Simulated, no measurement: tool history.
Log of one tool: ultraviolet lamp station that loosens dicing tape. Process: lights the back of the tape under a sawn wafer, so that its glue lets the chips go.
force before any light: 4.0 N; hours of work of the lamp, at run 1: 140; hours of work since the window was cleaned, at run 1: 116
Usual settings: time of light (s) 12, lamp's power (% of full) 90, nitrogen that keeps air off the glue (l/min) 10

run	hour	time of light (s)	lamp's power (% of full)	nitrogen that keeps air off the glue (l/min)	hours of work of the lamp	hours of work since the window was cleaned	force that peels the tape off (N)	light that reached the tape (mJ/cm2)
1	0	12	90	10	140	116	0.33	408
2	9.3	12	86	10	147	123	0.361	397
3	20.1	11	86	10	155	131	0.39	359
4	26.1	11	86	10	159	136	0.385	359
5	36.8	11	86	10	167	144	0.406	366
6	46.6	11	86	10	175	152	0.408	362
7	56.5	11	86	10	182	159	0.375	363
8	62.5	11	86	10	187	164	0.391	361
9	71.3	12	90	10	194	170	0.328	415
10	81.8	14	90	10	202	178	0.291	476
11	90.6	6	90	10	208	185	0.863	211
12	95.1	6	90	10	212	188	0.842	208
13	102.7	12	88	10	217	194	0.336	407
14	109.7	12	88	10	223	199	0.34	405
15	118	12	88	10	229	206	0.348	402
16	124.1	12	88	10	234	210	0.34	407
17	131.7	12	88	4	239	216	0.562	405
18	138.2	12	82	10	244	221	0.381	378
19	148.4	12	82	10	252	229	0.389	375
20	155.2	12	90	10	257	234	0.328	413
21	163.4	12	90	10	263	240	0.342	409
22	170.1	12	90	10	269	245	0.325	419
23	178.4	12	91	5	275	251	0.48	419
24	187.3	13	80	4	282	258	0.585	396
25	193.1	6	89	6	286	263	1.063	205
26	202.2	6	89	6	293	269	1.092	204
27	209.3	15	89	6	298	275	0.305	510
# hour 211.7: window cleaned of glue's vapour
28	220.1	15	89	6	306	6	0.326	511
29	230.5	8	61	14	314	14	0.834	187
30	241.2	7	85	14	322	22	0.649	226
31	251.1	9	90	5	330	30	0.703	312
32	261.1	20	75	12	337	37	0.238	574
33	269.7	21	77	3	344	44	0.367	626
34	276.5	14	71	10	349	49	0.37	382
35	286.4	17	63	7	356	57	0.391	412
36	292.5	7	93	16	361	61	0.527	246
37	298.1	7	89	16	365	66	0.547	239
38	304.7	15	78	3	370	70	0.532	444
39	313	12	62	8	376	77	0.593	285
40	321.4	12	62	8	383	83	0.586	282
41	330.2	10	74	4	390	90	0.888	279
42	337.9	10	74	4	395	96	0.883	280
43	344.4	22	77	5	400	101	0.284	643
44	352.3	22	77	5	406	107	0.285	645

3 ways to go on from here, each from the tool as it stands after run 44. What would each give?
A	356.8	6	60	6	410	110	?	?
B	356.8	12	90	14	410	110	?	?
C	356.8	22	72	9	410	110	?	?

run	force that peels the tape off (N)	light that reached the tape (mJ/cm2)
A	1.619	137
B	0.3	416
C	0.253	603
Without the tool's hidden state the same runs would have given:
run	force that peels the tape off (N)	light that reached the tape (mJ/cm2)
A	1.617	137
B	0.3	417
C	0.253	604

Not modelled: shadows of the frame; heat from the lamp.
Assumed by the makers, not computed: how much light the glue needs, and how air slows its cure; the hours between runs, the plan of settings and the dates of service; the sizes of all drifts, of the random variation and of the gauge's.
